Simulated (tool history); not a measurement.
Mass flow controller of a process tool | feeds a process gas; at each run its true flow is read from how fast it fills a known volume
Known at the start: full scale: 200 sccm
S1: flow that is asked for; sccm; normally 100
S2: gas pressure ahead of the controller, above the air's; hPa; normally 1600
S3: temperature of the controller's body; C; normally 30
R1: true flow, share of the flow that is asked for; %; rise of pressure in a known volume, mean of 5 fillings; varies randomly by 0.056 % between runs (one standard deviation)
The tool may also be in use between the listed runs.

| run | hour | S1 | S2 | S3 | R1 |
|---|---|---|---|---|---|
| 1 | 0 | 100 | 1600 | 30 | 98.36 |
| 2 | 67 | 100 | 1600 | 34 | 98.06 |
| 3 | 118.2 | 100 | 1600 | 30 | 98.4 |
| 4 | 204.9 | 100 | 1600 | 30 | 98.48 |
| 5 | 280.1 | 100 | 1600 | 30 | 98.44 |
| 6 | 316 | 100 | 1600 | 30 | 98.26 |
| 7 | 361 | 100 | 1600 | 30 | 98.52 |
| 8 | 405 | 100 | 1600 | 30 | 98.47 |
| 9 | 485.4 | 100 | 1600 | 30 | 98.42 |
| 10 | 521.9 | 100 | 1600 | 30 | 98.46 |
| 11 | 594 | 100 | 1600 | 30 | 98.4 |
| 12 | 653.1 | 100 | 1530 | 30 | 98.34 |
| 13 | 698.5 | 100 | 1530 | 30 | 98.35 |
| 14 | 772.2 | 100 | 1530 | 30 | 98.32 |
| 15 | 822.4 | 87 | 1530 | 22 | 99.16 |
| 16 | 862.4 | 54 | 1530 | 30 | 97.95 |
| 17 | 933.7 | 114 | 2730 | 24 | 99.98 |
| 18 | 993.7 | 28 | 2730 | 24 | 99.17 |
| 19 | 1074.2 | 21 | 2220 | 32 | 97.94 |
| 20 | 1150.2 | 21 | 2220 | 32 | 97.96 |
| 21 | 1186 | 48 | 2620 | 30 | 98.71 |
| 22 | 1264.4 | 48 | 2620 | 30 | 98.66 |

Branching from run 22: 3 alternative next runs. What would each branch give?
| A | 1317 | 33 | 1840 | 30 | ? |
| B | 1317 | 67 | 2620 | 30 | ? |
| C | 1317 | 100 | 1600 | 36 | ? |

| run | R1 |
|---|---|
| A | 97.99 |
| B | 98.85 |
| C | 97.92 |
Take away the tool's hidden state, keep each run's random variation, and the runs would have read:
| run | R1 |
|---|---|
| A | 98 |
| B | 98.85 |
| C | 97.92 |
